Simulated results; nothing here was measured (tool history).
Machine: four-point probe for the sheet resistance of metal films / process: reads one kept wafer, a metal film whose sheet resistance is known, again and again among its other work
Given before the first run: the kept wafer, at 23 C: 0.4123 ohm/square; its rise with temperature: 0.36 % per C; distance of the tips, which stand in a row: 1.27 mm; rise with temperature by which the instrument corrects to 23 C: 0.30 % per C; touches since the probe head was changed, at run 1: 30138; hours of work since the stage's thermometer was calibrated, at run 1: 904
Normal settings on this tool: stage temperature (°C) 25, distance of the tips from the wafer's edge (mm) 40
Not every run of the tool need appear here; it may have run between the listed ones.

run	hour	stage temperature (°C)	distance of the tips from the wafer's edge (mm)	touches since the probe head was changed	hours of work since the stage's thermometer was calibrated	sheet resistance as the instrument gives it (ohm/square)
1	0	25	40	30138	904	0.41308
2	35.8	22	40	32093	930	0.412298
3	81.1	22	40	34562	963	0.41236
4	115.5	33	40	36439	988	0.414862
5	153.5	33	40	38509	1016	0.415073
6	180	33	40	39955	1035	0.414828
7	211.1	33	40	41651	1058	0.41492
8	259.9	19	40	44313	1093	0.411523
9	285.8	19	40	45723	1112	0.411555
10	317.7	19	7	47462	1135	0.418499
11	360.1	19	7	49778	1166	0.418554
12	402.4	19	7	52082	1197	0.418474
13	441.6	20	36	54219	1225	0.411805
14	464.3	20	36	55459	1242	0.411817
15	489.8	20	36	56853	1260	0.411844
16	520.6	30	7	58528	1283	0.421233
17	570.8	22	5	61268	1319	0.42612
18	612.6	28	37	63545	1350	0.413786

Here are 4 independent what-if runs from the current tool condition. What would each one return?
A	641.2	26	48	65106	1371	?
B	641.2	25	5	65106	1371	?
C	641.2	22	10	65106	1371	?
D	641.2	21	7	65106	1371	?

run	sheet resistance as the instrument gives it (ohm/square)
A	0.41316
B	0.426653
C	0.415598
D	0.419032
Without the tool's hidden state the same runs would have given:
run	sheet resistance as the instrument gives it (ohm/square)
A	0.41315
B	0.426643
C	0.415588
D	0.419021
